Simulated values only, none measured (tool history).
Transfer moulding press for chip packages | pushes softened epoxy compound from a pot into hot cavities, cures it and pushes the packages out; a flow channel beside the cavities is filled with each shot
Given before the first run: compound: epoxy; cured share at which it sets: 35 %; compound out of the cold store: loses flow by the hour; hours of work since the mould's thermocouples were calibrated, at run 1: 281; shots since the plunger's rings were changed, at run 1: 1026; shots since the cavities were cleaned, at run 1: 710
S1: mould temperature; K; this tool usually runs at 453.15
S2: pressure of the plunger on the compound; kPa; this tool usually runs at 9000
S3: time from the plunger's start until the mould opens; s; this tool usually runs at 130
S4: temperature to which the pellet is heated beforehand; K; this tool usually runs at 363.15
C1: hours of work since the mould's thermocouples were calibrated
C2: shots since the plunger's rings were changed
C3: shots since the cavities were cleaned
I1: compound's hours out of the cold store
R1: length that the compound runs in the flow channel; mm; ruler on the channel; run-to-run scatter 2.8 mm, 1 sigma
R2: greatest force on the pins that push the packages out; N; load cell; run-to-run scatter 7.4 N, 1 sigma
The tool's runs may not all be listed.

run 1 day=0.000 | S1=453.15 S2=9000 S3=130 S4=363.15 | C1=281 C2=1026 C3=710 | I1=45.4 | R1=639 R2=673
run 2 day=0.496 | S1=447.15 S2=9000 S3=130 S4=363.15 | C1=289 C2=1162 C3=846 | I1=24.6 | R1=743 R2=1044
run 3 day=0.892 | S1=447.15 S2=9000 S3=130 S4=363.15 | C1=296 C2=1271 C3=955 | I1=38.3 | R1=686 R2=1006
-- day=1.108 cavities cleaned with cleaning compound and waxed
run 4 day=1.246 | S1=447.15 S2=9000 S3=130 S4=363.15 | C1=301 C2=1350 C3=38 | I1=11.8 | R1=795 R2=573
run 5 day=1.608 | S1=447.15 S2=9000 S3=130 S4=363.15 | C1=308 C2=1450 C3=138 | I1=31.4 | R1=715 R2=630
run 6 day=2.121 | S1=447.15 S2=9000 S3=130 S4=363.15 | C1=317 C2=1590 C3=278 | I1=28.3 | R1=723 R2=782
run 7 day=2.567 | S1=447.15 S2=9000 S3=130 S4=363.15 | C1=325 C2=1712 C3=400 | I1=13.4 | R1=784 R2=930
run 8 day=2.838 | S1=453.15 S2=9000 S3=130 S4=363.15 | C1=330 C2=1787 C3=475 | I1=17.8 | R1=739 R2=652
-- day=2.954 mould's thermocouples calibrated
run 9 day=3.246 | S1=453.15 S2=9000 S3=130 S4=364.15 | C1=5 C2=1876 C3=564 | I1=19.3 | R1=731 R2=698
run 10 day=3.817 | S1=453.15 S2=9000 S3=130 S4=364.15 | C1=15 C2=2032 C3=720 | I1=39.8 | R1=655 R2=693
-- day=4.008 mould's thermocouples calibrated, once more
run 11 day=4.421 | S1=453.15 S2=9000 S3=130 S4=364.15 | C1=7 C2=2175 C3=863 | I1=19.1 | R1=727 R2=719
run 12 day=4.808 | S1=452.15 S2=9000 S3=130 S4=363.15 | C1=14 C2=2282 C3=970 | I1=27.1 | R1=701 R2=734
-- day=5.000 cavities cleaned with cleaning compound and waxed
run 13 day=5.450 | S1=452.15 S2=9000 S3=130 S4=363.15 | C1=24 C2=2440 C3=123 | I1=24.9 | R1=705 R2=449
run 14 day=5.929 | S1=452.15 S2=8940 S3=130 S4=363.15 | C1=33 C2=2572 C3=255 | I1=32.0 | R1=678 R2=542
run 15 day=6.383 | S1=452.15 S2=8100 S3=158 S4=368.15 | C1=41 C2=2696 C3=379 | I1=20.7 | R1=683 R2=518
run 16 day=6.908 | S1=452.15 S2=8100 S3=158 S4=368.15 | C1=50 C2=2841 C3=524 | I1=47.2 | R1=589 R2=548
run 17 day=7.442 | S1=452.15 S2=8100 S3=158 S4=368.15 | C1=60 C2=2987 C3=670 | I1=19.5 | R1=689 R2=598
run 18 day=8.012 | S1=454.15 S2=8100 S3=122 S4=368.15 | C1=70 C2=3143 C3=826 | I1=43.2 | R1=593 R2=723
run 19 day=8.529 | S1=454.15 S2=8100 S3=122 S4=368.15 | C1=79 C2=3284 C3=967 | I1=47.8 | R1=577 R2=726
-- day=8.700 cavities cleaned with cleaning compound and waxed
run 20 day=8.838 | S1=457.15 S2=8700 S3=143 S4=362.15 | C1=83 C2=3353 C3=39 | I1=22.2 | R1=684 R2=318
-- day=9.288 plunger's sealing rings changed
run 21 day=9.288 | S1=457.15 S2=8700 S3=143 S4=362.15 | C1=89 C2=0 C3=133 | I1=36.2 | R1=655 R2=354
run 22 day=9.754 | S1=453.15 S2=9000 S3=130 S4=368.15 | C1=98 C2=128 C3=261 | I1=37.6 | R1=675 R2=522
run 23 day=10.300 | S1=459.15 S2=8170 S3=152 S4=360.15 | C1=107 C2=278 C3=411 | I1=35.8 | R1=623 R2=504
run 24 day=10.796 | S1=459.15 S2=8170 S3=152 S4=360.15 | C1=116 C2=414 C3=547 | I1=11.3 | R1=721 R2=545
run 25 day=11.050 | S1=448.15 S2=9000 S3=130 S4=365.15 | C1=120 C2=483 C3=616 | I1=41.8 | R1=665 R2=828
run 26 day=11.471 | S1=448.15 S2=9000 S3=130 S4=365.15 | C1=128 C2=599 C3=732 | I1=23.0 | R1=745 R2=940
run 27 day=11.858 | S1=454.15 S2=8900 S3=169 S4=372.15 | C1=135 C2=705 C3=838 | I1=40.2 | R1=651 R2=601

Some steps in R1, run to run, broken into two amounts with sign: the step expected even without the hidden condition (settings, incoming material, random variation), and the rest, left for the hidden condition together with whatever gauge scatter is not in both the measured and the hidden-condition-free result:
What the log doesn't record here: true mould temperature over the reading, C; pressure that reaches the compound, % of what is set; grip of the stained cavities, % over clean ones'; drift of the gauge itself on flow_mm, %; drift of the gauge itself on push_out_n, %.
Run 3 -> 4: cavities cleaned with cleaning compound and waxed. R1 +109 mm: hidden state -2, all else +111.
Run 10 -> 11: mould's thermocouples calibrated, once more. R1 +72 mm: hidden state -6, all else +78.
Run 19 -> 20: S1 454.15 -> 457.15, S2 8100 -> 8700, S3 122 -> 143, S4 368.15 -> 362.15, cavities cleaned with cleaning compound and waxed. R1 +107 mm: hidden state -5, all else +112.
Run 20 -> 21: plunger's sealing rings changed. R1 -29 mm: hidden state +26, all else -55.

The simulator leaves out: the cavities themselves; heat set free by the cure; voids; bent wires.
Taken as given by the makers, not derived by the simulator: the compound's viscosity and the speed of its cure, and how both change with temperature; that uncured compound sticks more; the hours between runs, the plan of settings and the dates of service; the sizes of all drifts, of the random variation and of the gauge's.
